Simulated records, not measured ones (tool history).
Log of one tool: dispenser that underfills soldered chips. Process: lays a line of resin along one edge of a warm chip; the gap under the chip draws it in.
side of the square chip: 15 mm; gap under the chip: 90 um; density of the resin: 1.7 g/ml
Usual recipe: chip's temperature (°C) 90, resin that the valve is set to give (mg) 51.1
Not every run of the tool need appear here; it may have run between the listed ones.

| run | hour | chip's temperature (°C) | resin that the valve is set to give (mg) | time until the resin shows at the far edge (s) | resin that the valve gave (mg) |
|---|---|---|---|---|---|
| 1 | 0 | 90 | 51.1 | 163.5 | 49.57 |
|  | 1.9 | new syringe of resin |
| 2 | 4.5 | 90 | 51.1 | 127.7 | 49.75 |
| 3 | 6.7 | 90 | 51.1 | 143.8 | 49.59 |
| 4 | 10.7 | 90 | 51.1 | 176.2 | 49.42 |
|  | 11.5 | new syringe of resin |
| 5 | 14.8 | 90 | 50.2 | 134.1 | 48.51 |
| 6 | 18.8 | 90 | 63 | 153.9 | 60.79 |
|  | 20.9 | new syringe of resin |
| 7 | 23.2 | 100 | 57.2 | 86.1 | 54.96 |
|  | 27.4 | dispensing valve cleaned and set on the balance |
| 8 | 27.4 | 97 | 50.5 | 116.4 | 50.34 |
|  | 31.2 | new syringe of resin |
| 9 | 31.2 | 87 | 48.1 | 124.6 | 48.05 |
| 10 | 36.3 | 89 | 57.6 | 145 | 57.34 |
|  | 40.5 | new syringe of resin |
| 11 | 40.5 | 94 | 43.6 | 101.7 | 43.14 |
| 12 | 45.7 | 91 | 47.6 | 144.3 | 47.22 |

Below, some changes in time until the resin shows at the far edge (s) between adjacent runs. For each, the amount present without the hidden state too (settings, incoming material, random variation) and the amount remaining for the hidden state with gauge scatter not shared by both compared results:
Hidden conditions of the tool in this case: resin's viscosity, % of fresh resin's; dose that the valve gives, % of what is set; true chip temperature over the reading, C; drift of the gauge itself on fill_s, %; drift of the gauge itself on given_mg, %.
Run 4 -> 5: resin that the valve is set to give (mg) 51.1 -> 50.2, new syringe of resin. time until the resin shows at the far edge (s) -42.1: hidden state -43.3, all else +1.2.
Run 6 -> 7: chip's temperature (°C) 90 -> 100, resin that the valve is set to give (mg) 63 -> 57.2, new syringe of resin. time until the resin shows at the far edge (s) -67.8: hidden state -38.1, all else -29.7.
